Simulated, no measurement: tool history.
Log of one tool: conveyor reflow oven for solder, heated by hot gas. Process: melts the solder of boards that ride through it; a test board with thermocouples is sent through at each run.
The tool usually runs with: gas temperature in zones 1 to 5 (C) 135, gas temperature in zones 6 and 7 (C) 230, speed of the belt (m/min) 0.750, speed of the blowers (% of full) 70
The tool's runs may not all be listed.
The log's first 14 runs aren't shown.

run    hour  gas temperature in zones 1 to 5 (C)  gas temperature in zones 6 and 7 (C)  speed of the belt (m/min)  speed of the blowers (% of full)  hours of work since the flux was cleaned out  hours of work since the belt drive was overhauled  hours of work since the thermocouples were changed  highest temperature of the board (C)  time above the solder's melting point (s)
 15   923.2                                  135                                   230                      0.750                                70                                            77                                               1714                                                 145                                 208.1                                       39.8
 16   998.3                                  121                                   242                      0.750                                70                                           118                                               1755                                                 186                                 214.1                                       42.8
     1042.7  -- belt drive overhauled, speed set with a stopwatch
 17  1100.8                                  126                                   224                      0.746                                70                                           172                                                 32                                                 240                                 199.2                                       27.0
 18  1174.8                                  126                                   218                      0.647                                70                                           213                                                 72                                                 281                                 198.4                                       31.2
 19  1237.9                                  126                                   226                      0.647                                75                                           247                                                107                                                 316                                 206.0                                       40.6
 20  1290.8                                  150                                   226                      0.647                                75                                           276                                                136                                                 345                                 210.8                                       54.5
 21  1368.1                                  145                                   232                      0.647                                75                                           319                                                178                                                 387                                 213.5                                       54.0
     1388.3  -- flux residue cleaned out of gas plates and filters
 22  1465.3                                  145                                   232                      0.647                                75                                            42                                                229                                                 437                                 216.7                                       57.5
 23  1543.8                                  145                                   232                      0.647                                75                                            85                                                272                                                 480                                 216.1                                       58.0
 24  1646.8                                  132                                   223                      0.704                                55                                           142                                                328                                                 537                                 197.7                                       29.1
 25  1737.5                                  135                                   230                      0.750                                69                                           191                                                378                                                 587                                 205.7                                       35.3
 26  1787.9                                  135                                   230                      0.852                                68                                           219                                                406                                                 614                                 198.9                                       25.5
 27  1844.7                                  130                                   242                      0.756                                83                                           250                                                437                                                 645                                 215.4                                       43.5
 28  1948.4                                  145                                   230                      0.760                                70                                           307                                                494                                                 702                                 205.6                                       39.0
     1987.9  -- flux residue cleaned out of gas plates and filters
 29  2012.3                                  145                                   230                      0.724                                85                                            13                                                526                                                 735                                 212.8                                       49.1
 30  2077.0                                  130                                   235                      0.763                                58                                            49                                                562                                                 770                                 205.6                                       33.6

Predict each of these 4 candidate next runs independently; none follows another, all start after run 30:
  A  2174.0                                  122                                   235                      0.763                                64                                           102                                                615                                                 823                                     ?                                          ?
  B  2174.0                                  130                                   235                      0.763                                85                                           102                                                615                                                 823                                     ?                                          ?
  C  2174.0                                  130                                   222                      0.763                                58                                           102                                                615                                                 823                                     ?                                          ?
  D  2174.0                                  142                                   230                      0.750                                70                                           102                                                615                                                 823                                     ?                                          ?

run  highest temperature of the board (C)  time above the solder's melting point (s)
  A                                 203.7                                       32.4
  B                                 211.2                                       40.4
  C                                 194.8                                       20.9
  D                                 207.5                                       41.5
Had the tool no hidden state, the same runs would have come out as:
run  highest temperature of the board (C)  time above the solder's melting point (s)
  A                                 205.5                                       33.7
  B                                 213.2                                       41.3
  C                                 196.4                                       22.7
  D                                 209.2                                       42.3
